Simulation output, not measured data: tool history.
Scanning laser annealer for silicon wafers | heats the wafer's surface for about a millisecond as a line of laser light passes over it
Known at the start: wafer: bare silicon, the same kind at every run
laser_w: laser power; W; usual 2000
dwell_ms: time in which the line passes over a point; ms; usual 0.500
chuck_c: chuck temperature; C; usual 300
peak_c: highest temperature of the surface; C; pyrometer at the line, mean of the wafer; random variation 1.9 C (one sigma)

run 1 day=0.000 | laser_w=2000 dwell_ms=0.500 chuck_c=300 | peak_c=1112
run 2 day=0.496 | laser_w=2000 dwell_ms=0.500 chuck_c=300 | peak_c=1112
run 3 day=0.825 | laser_w=2000 dwell_ms=0.500 chuck_c=319 | peak_c=1130
run 4 day=1.192 | laser_w=2000 dwell_ms=0.500 chuck_c=319 | peak_c=1131
run 5 day=1.721 | laser_w=1796 dwell_ms=0.500 chuck_c=300 | peak_c=1031
run 6 day=2.029 | laser_w=2000 dwell_ms=0.584 chuck_c=300 | peak_c=1176
run 7 day=2.467 | laser_w=2000 dwell_ms=0.500 chuck_c=300 | peak_c=1111
run 8 day=3.025 | laser_w=1760 dwell_ms=0.500 chuck_c=300 | peak_c=1017
run 9 day=3.288 | laser_w=2126 dwell_ms=0.500 chuck_c=300 | peak_c=1161
run 10 day=3.617 | laser_w=2126 dwell_ms=0.410 chuck_c=300 | peak_c=1084
run 11 day=4.117 | laser_w=2126 dwell_ms=0.410 chuck_c=271 | peak_c=1056
run 12 day=4.442 | laser_w=2126 dwell_ms=0.410 chuck_c=271 | peak_c=1054
run 13 day=4.917 | laser_w=2000 dwell_ms=0.500 chuck_c=300 | peak_c=1111
run 14 day=5.300 | laser_w=2000 dwell_ms=0.500 chuck_c=300 | peak_c=1114
run 15 day=5.746 | laser_w=2000 dwell_ms=0.500 chuck_c=300 | peak_c=1111
run 16 day=6.146 | laser_w=2000 dwell_ms=0.500 chuck_c=300 | peak_c=1112
run 17 day=6.533 | laser_w=2000 dwell_ms=0.500 chuck_c=300 | peak_c=1106
run 18 day=6.958 | laser_w=2000 dwell_ms=0.500 chuck_c=300 | peak_c=1111
-- day=7.112 laser's power meter calibrated
run 19 day=7.625 | laser_w=2000 dwell_ms=0.500 chuck_c=300 | peak_c=1112
run 20 day=7.871 | laser_w=2000 dwell_ms=0.500 chuck_c=300 | peak_c=1107
-- day=8.208 laser's power meter calibrated, once more
run 21 day=8.492 | laser_w=2000 dwell_ms=0.500 chuck_c=300 | peak_c=1107
run 22 day=8.912 | laser_w=2072 dwell_ms=0.500 chuck_c=315 | peak_c=1147
run 23 day=9.188 | laser_w=2072 dwell_ms=0.368 chuck_c=298 | peak_c=1020
run 24 day=9.692 | laser_w=2000 dwell_ms=0.500 chuck_c=293 | peak_c=1095
run 25 day=9.971 | laser_w=2134 dwell_ms=0.385 chuck_c=306 | peak_c=1061
run 26 day=10.388 | laser_w=2134 dwell_ms=0.385 chuck_c=306 | peak_c=1063
run 27 day=10.788 | laser_w=1701 dwell_ms=0.552 chuck_c=295 | peak_c=1019
run 28 day=11.329 | laser_w=1936 dwell_ms=0.560 chuck_c=311 | peak_c=1131
run 29 day=11.729 | laser_w=1936 dwell_ms=0.483 chuck_c=336 | peak_c=1102
run 30 day=12.158 | laser_w=1936 dwell_ms=0.483 chuck_c=336 | peak_c=1103
run 31 day=12.479 | laser_w=2120 dwell_ms=0.483 chuck_c=322 | peak_c=1159
run 32 day=12.775 | laser_w=2120 dwell_ms=0.483 chuck_c=322 | peak_c=1157
run 33 day=13.125 | laser_w=1958 dwell_ms=0.416 chuck_c=314 | peak_c=1036
-- day=13.442 optics aligned, line set to its width
run 34 day=13.829 | laser_w=1958 dwell_ms=0.416 chuck_c=314 | peak_c=1043
run 35 day=14.225 | laser_w=1958 dwell_ms=0.416 chuck_c=314 | peak_c=1041
run 36 day=14.654 | laser_w=2057 dwell_ms=0.500 chuck_c=282 | peak_c=1121
run 37 day=15.050 | laser_w=1916 dwell_ms=0.375 chuck_c=286 | peak_c=965
run 38 day=15.396 | laser_w=1916 dwell_ms=0.375 chuck_c=286 | peak_c=964
run 39 day=15.958 | laser_w=1916 dwell_ms=0.375 chuck_c=286 | peak_c=963
run 40 day=16.254 | laser_w=2006 dwell_ms=0.375 chuck_c=292 | peak_c=1003

3 ways to go on from here, each from the tool as it stands after run 40. What would each give?
run A day=16.538 | laser_w=2142 dwell_ms=0.384 chuck_c=292 | peak_c=?
run B day=16.538 | laser_w=1816 dwell_ms=0.465 chuck_c=310 | peak_c=?
run C day=16.538 | laser_w=1803 dwell_ms=0.500 chuck_c=318 | peak_c=?

run=A peak_c=1058
run=B peak_c=1023
run=C peak_c=1052
Without the tool's hidden state the same runs would have given:
run=A peak_c=1074
run=B peak_c=1038
run=C peak_c=1067
